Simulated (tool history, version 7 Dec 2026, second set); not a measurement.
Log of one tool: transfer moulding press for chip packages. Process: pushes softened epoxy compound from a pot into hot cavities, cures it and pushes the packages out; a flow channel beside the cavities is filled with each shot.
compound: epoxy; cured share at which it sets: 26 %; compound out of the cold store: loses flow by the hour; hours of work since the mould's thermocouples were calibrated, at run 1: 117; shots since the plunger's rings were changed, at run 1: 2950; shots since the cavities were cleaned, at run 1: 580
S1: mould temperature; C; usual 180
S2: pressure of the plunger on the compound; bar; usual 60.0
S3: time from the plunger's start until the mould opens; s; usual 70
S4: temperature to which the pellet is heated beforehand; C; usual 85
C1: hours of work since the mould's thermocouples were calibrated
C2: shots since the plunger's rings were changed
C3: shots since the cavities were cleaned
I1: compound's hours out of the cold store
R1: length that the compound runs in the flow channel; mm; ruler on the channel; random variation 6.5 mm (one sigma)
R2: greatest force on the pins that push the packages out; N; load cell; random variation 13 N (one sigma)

Run 1, hour 0.0: usual settings; C1 117; C2 2950; C3 580; I1 28.8. Result: R1 723 mm, R2 938 N.
Run 2, hour 9.8: usual settings; C1 123; C2 3082; C3 712; I1 25.0. Result: R1 743 mm, R2 965 N.
Run 3, hour 22.4: usual settings; C1 130; C2 3251; C3 881; I1 38.5. Result: R1 676 mm, R2 980 N.
At hour 35.0: cavities cleaned with cleaning compound and waxed.
Run 4, hour 35.2: usual settings but S3 74 s; C1 137; C2 3402; C3 1; I1 32.4. Result: R1 718 mm, R2 568 N.
Run 5, hour 48.7: usual settings but S3 74 s; C1 145; C2 3585; C3 184; I1 26.9. Result: R1 734 mm, R2 669 N.
Run 6, hour 62.4: usual settings but S3 74 s; C1 153; C2 3768; C3 367; I1 43.0. Result: R1 650 mm, R2 752 N.
Run 7, hour 76.6: usual settings but S3 74 s; C1 161; C2 3959; C3 558; I1 44.5. Result: R1 645 mm, R2 784 N.
Run 8, hour 88.3: usual settings but S3 74 s; C1 168; C2 4116; C3 715; I1 38.2. Result: R1 672 mm, R2 827 N.
Run 9, hour 97.7: usual settings but S3 74 s; C1 174; C2 4243; C3 842; I1 42.7. Result: R1 661 mm, R2 828 N.
Run 10, hour 105.2: usual settings but S3 105 s; C1 178; C2 4344; C3 943; I1 22.2. Result: R1 751 mm, R2 696 N.
At hour 114.0: cavities cleaned with cleaning compound and waxed.
Run 11, hour 116.4: usual settings but S2 45.3 bar, S3 105 s; C1 184; C2 4473; C3 31; I1 14.2. Result: R1 683 mm, R2 467 N.
Run 12, hour 131.1: usual settings but S2 45.3 bar, S3 105 s; C1 193; C2 4671; C3 229; I1 13.8. Result: R1 673 mm, R2 550 N.
Run 13, hour 146.8: usual settings but S2 45.3 bar, S3 105 s; C1 202; C2 4881; C3 439; I1 26.9. Result: R1 625 mm, R2 615 N.
Run 14, hour 154.2: usual settings; C1 206; C2 4982; C3 540; I1 20.2. Result: R1 744 mm, R2 977 N.
Run 15, hour 166.9: usual settings but S2 60.7 bar, S4 78 C; C1 214; C2 5152; C3 710; I1 9.0. Result: R1 814 mm, R2 1059 N.
Run 16, hour 177.4: usual settings but S1 177 C, S2 50.6 bar, S3 55 s, S4 90 C; C1 220; C2 5294; C3 852; I1 36.0. Result: R1 634 mm, R2 2003 N.
Run 17, hour 185.9: usual settings but S1 177 C, S2 50.6 bar, S3 55 s, S4 77 C; C1 225; C2 5407; C3 965; I1 32.8. Result: R1 631 mm, R2 2338 N.
At hour 192.5: cavities cleaned with cleaning compound and waxed.
Run 18, hour 200.9: usual settings but S1 177 C, S2 50.6 bar, S3 55 s, S4 77 C; C1 233; C2 5588; C3 113; I1 45.4. Result: R1 591 mm, R2 1579 N.
Run 19, hour 215.5: usual settings but S1 177 C, S2 45.5 bar, S3 55 s, S4 77 C; C1 242; C2 5785; C3 310; I1 17.7. Result: R1 664 mm, R2 2053 N.
At hour 224.3: plunger's sealing rings changed.
Run 20, hour 228.1: usual settings but S1 172 C, S2 45.5 bar, S3 55 s, S4 77 C; C1 248; C2 50; C3 445; I1 40.0. Result: R1 614 mm, R2 2458 N.
Run 21, hour 236.4: usual settings but S1 176 C, S3 64 s; C1 253; C2 162; C3 557; I1 25.4. Result: R1 779 mm, R2 1487 N.
Run 22, hour 252.9: usual settings but S1 176 C, S3 63 s; C1 262; C2 383; C3 778; I1 25.0. Result: R1 779 mm, R2 1726 N.
Run 23, hour 265.7: usual settings but S3 81 s, S4 87 C; C1 270; C2 555; C3 950; I1 11.7. Result: R1 832 mm, R2 824 N.
At hour 273.5: cavities cleaned with cleaning compound and waxed.
Run 24, hour 277.5: usual settings but S1 183 C, S4 81 C; C1 276; C2 693; C3 52; I1 18.5. Result: R1 807 mm, R2 654 N.
Run 25, hour 293.3: usual settings but S1 183 C, S4 81 C; C1 285; C2 907; C3 266; I1 34.3. Result: R1 709 mm, R2 719 N.
Run 26, hour 305.0: usual settings but S1 185 C, S2 48.3 bar, S4 81 C; C1 292; C2 1063; C3 422; I1 12.7. Result: R1 740 mm, R2 740 N.
Run 27, hour 312.2: usual settings but S2 60.7 bar, S4 93 C; C1 297; C2 1160; C3 519; I1 24.7. Result: R1 769 mm, R2 921 N.
Run 28, hour 321.2: usual settings but S2 61.2 bar, S4 80 C; C1 302; C2 1281; C3 640; I1 20.4. Result: R1 792 mm, R2 1033 N.

5 ways to go on from here, each from the tool as it stands after run 28. What would each give?
Run A, hour 335.8: usual settings but S1 179 C, S4 81 C; C1 311; C2 1478; C3 837; I1 35.9. Result: R1 ?, R2 ?.
Run B, hour 335.8: usual settings but S2 60.3 bar, S4 80 C; C1 311; C2 1478; C3 837; I1 17.6. Result: R1 ?, R2 ?.
Run C, hour 335.8: usual settings but S1 184 C, S2 57.9 bar, S4 75 C; C1 311; C2 1478; C3 837; I1 29.6. Result: R1 ?, R2 ?.
Run D, hour 335.8: usual settings but S2 63.2 bar, S4 95 C; C1 311; C2 1478; C3 837; I1 43.2. Result: R1 ?, R2 ?.
Run E, hour 335.8: usual settings but S1 176 C, S2 56.9 bar, S3 82 s; C1 311; C2 1478; C3 837; I1 43.9. Result: R1 ?, R2 ?.

run   R1    R2
  A  710  1054
  B  802  1093
  C  718   865
  D  690   925
  E  668   869
Without the tool's hidden state the same runs would have given:
run   R1   R2
  A  724  645
  B  818  666
  C  733  534
  D  705  571
  E  681  536

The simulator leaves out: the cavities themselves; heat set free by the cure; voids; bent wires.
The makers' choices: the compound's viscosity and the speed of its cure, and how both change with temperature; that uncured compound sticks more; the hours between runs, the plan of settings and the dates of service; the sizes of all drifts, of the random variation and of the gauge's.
